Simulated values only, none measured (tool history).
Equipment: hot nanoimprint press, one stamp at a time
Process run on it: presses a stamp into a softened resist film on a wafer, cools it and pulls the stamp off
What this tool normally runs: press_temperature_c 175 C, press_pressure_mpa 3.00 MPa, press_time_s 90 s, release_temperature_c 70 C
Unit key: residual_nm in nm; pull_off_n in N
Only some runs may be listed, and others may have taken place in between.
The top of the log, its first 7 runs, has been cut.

{"run": 8, "hour": 57.7, "press_temperature_c": 175, "press_pressure_mpa": 3.0, "press_time_s": 90, "release_temperature_c": 60, "residual_nm": 93.1, "pull_off_n": 130}
{"run": 9, "hour": 67.4, "press_temperature_c": 175, "press_pressure_mpa": 3.0, "press_time_s": 90, "release_temperature_c": 60, "residual_nm": 93.2, "pull_off_n": 127}
{"run": 10, "hour": 74.1, "press_temperature_c": 167, "press_pressure_mpa": 3.0, "press_time_s": 90, "release_temperature_c": 70, "residual_nm": 116.3, "pull_off_n": 124}
{"run": 11, "hour": 80.0, "press_temperature_c": 167, "press_pressure_mpa": 3.0, "press_time_s": 90, "release_temperature_c": 70, "residual_nm": 115.5, "pull_off_n": 122}
{"run": 12, "hour": 85.2, "press_temperature_c": 175, "press_pressure_mpa": 3.11, "press_time_s": 90, "release_temperature_c": 70, "residual_nm": 92.4, "pull_off_n": 125}
{"run": 13, "hour": 91.8, "press_temperature_c": 175, "press_pressure_mpa": 3.11, "press_time_s": 90, "release_temperature_c": 70, "residual_nm": 90.8, "pull_off_n": 123}
{"run": 14, "hour": 98.9, "press_temperature_c": 175, "press_pressure_mpa": 3.11, "press_time_s": 90, "release_temperature_c": 70, "residual_nm": 92.0, "pull_off_n": 121}
{"run": 15, "hour": 106.0, "press_temperature_c": 175, "press_pressure_mpa": 3.0, "press_time_s": 90, "release_temperature_c": 70, "residual_nm": 92.5, "pull_off_n": 128}
{"run": 16, "hour": 111.3, "press_temperature_c": 169, "press_pressure_mpa": 3.0, "press_time_s": 56, "release_temperature_c": 65, "residual_nm": 127.3, "pull_off_n": 130}
{"hour": 117.5, "done": "plate thermocouple calibrated"}
{"run": 17, "hour": 127.0, "press_temperature_c": 164, "press_pressure_mpa": 3.0, "press_time_s": 149, "release_temperature_c": 70, "residual_nm": 105.9, "pull_off_n": 130}
{"run": 18, "hour": 138.0, "press_temperature_c": 168, "press_pressure_mpa": 3.0, "press_time_s": 90, "release_temperature_c": 70, "residual_nm": 110.2, "pull_off_n": 126}
{"run": 19, "hour": 149.7, "press_temperature_c": 175, "press_pressure_mpa": 2.34, "press_time_s": 87, "release_temperature_c": 58, "residual_nm": 102.4, "pull_off_n": 136}
{"run": 20, "hour": 156.4, "press_temperature_c": 175, "press_pressure_mpa": 2.34, "press_time_s": 87, "release_temperature_c": 58, "residual_nm": 103.4, "pull_off_n": 136}
{"run": 21, "hour": 163.6, "press_temperature_c": 175, "press_pressure_mpa": 2.34, "press_time_s": 87, "release_temperature_c": 58, "residual_nm": 103.7, "pull_off_n": 140}
{"run": 22, "hour": 175.4, "press_temperature_c": 181, "press_pressure_mpa": 3.83, "press_time_s": 90, "release_temperature_c": 70, "residual_nm": 68.2, "pull_off_n": 124}
{"run": 23, "hour": 184.4, "press_temperature_c": 187, "press_pressure_mpa": 3.0, "press_time_s": 143, "release_temperature_c": 73, "residual_nm": 54.4, "pull_off_n": 127}
{"run": 24, "hour": 193.5, "press_temperature_c": 177, "press_pressure_mpa": 2.35, "press_time_s": 94, "release_temperature_c": 73, "residual_nm": 95.0, "pull_off_n": 131}
{"run": 25, "hour": 201.0, "press_temperature_c": 175, "press_pressure_mpa": 3.0, "press_time_s": 71, "release_temperature_c": 68, "residual_nm": 99.5, "pull_off_n": 130}
{"run": 26, "hour": 213.3, "press_temperature_c": 175, "press_pressure_mpa": 3.0, "press_time_s": 71, "release_temperature_c": 68, "residual_nm": 99.8, "pull_off_n": 135}
{"run": 27, "hour": 223.9, "press_temperature_c": 184, "press_pressure_mpa": 4.08, "press_time_s": 71, "release_temperature_c": 68, "residual_nm": 67.4, "pull_off_n": 132}
{"run": 28, "hour": 232.7, "press_temperature_c": 184, "press_pressure_mpa": 4.08, "press_time_s": 71, "release_temperature_c": 68, "residual_nm": 67.5, "pull_off_n": 133}

Run 29, settings as shown, results not yet in. Your forecast:
{"run": 29, "hour": 238.7, "press_temperature_c": 182, "press_pressure_mpa": 4.08, "press_time_s": 71, "release_temperature_c": 68, "residual_nm": "?", "pull_off_n": "?"}

residual_nm: 71.8 nm
pull_off_n: 139 N
Were there no unlogged condition in the tool, this run, its random variation unchanged, would have produced residual_nm 69.9 nm, pull_off_n 111 N.
